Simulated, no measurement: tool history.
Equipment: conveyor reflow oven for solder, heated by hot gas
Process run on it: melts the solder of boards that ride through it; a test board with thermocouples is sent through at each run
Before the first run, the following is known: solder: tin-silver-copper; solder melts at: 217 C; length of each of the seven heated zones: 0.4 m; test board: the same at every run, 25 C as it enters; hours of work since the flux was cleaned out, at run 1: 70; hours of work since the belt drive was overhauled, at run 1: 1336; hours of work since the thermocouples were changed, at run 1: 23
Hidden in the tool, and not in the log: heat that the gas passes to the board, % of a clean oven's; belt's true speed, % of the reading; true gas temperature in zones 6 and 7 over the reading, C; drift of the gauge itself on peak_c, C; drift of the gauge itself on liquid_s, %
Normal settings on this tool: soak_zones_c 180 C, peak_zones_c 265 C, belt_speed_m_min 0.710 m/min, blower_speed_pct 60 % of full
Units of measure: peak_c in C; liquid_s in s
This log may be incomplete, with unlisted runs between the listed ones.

run,hour,soak_zones_c,peak_zones_c,belt_speed_m_min,blower_speed_pct,hours of work since the flux was cleaned out,hours of work since the belt drive was overhauled,hours of work since the thermocouples were changed,peak_c,liquid_s
1,0.0,180,265,0.710,60,70,1336,23,249.6,53.4
2,61.1,180,265,0.710,60,115,1381,68,249.0,52.2
3,115.8,180,265,0.710,60,155,1421,108,249.5,52.9
# hour 171.3: flux residue cleaned out of gas plates and filters
4,199.6,180,265,0.710,60,21,1479,166,249.6,54.4
5,249.0,180,265,0.710,60,57,1515,202,249.4,52.8
6,304.6,180,265,0.710,84,98,1555,243,255.2,58.4
7,361.3,180,265,0.710,84,139,1597,284,255.0,58.0
# hour 403.0: belt drive overhauled, speed set with a stopwatch
8,416.2,180,265,0.710,75,176,10,322,250.8,52.3
# hour 437.5: flux residue cleaned out of gas plates and filters
9,468.4,168,279,0.738,53,23,44,356,254.0,46.0
10,515.7,182,274,0.635,88,57,79,391,265.1,67.4
11,560.0,182,274,0.635,88,90,111,423,265.2,68.2
12,617.9,192,255,0.635,88,132,154,465,248.4,64.1
13,662.5,182,262,0.710,60,165,186,498,244.1,47.8

What does the tool deliver on the next run?
# hour 702.2: flux residue cleaned out of gas plates and filters
14,723.2,182,262,0.710,60,15,227,539,?,?

peak_c: 245.3 C
liquid_s: 48.8 s
If the tool had no hidden condition, the same run with the same run-to-run variation would have returned peak_c 246.6 C, liquid_s 49.5 s.
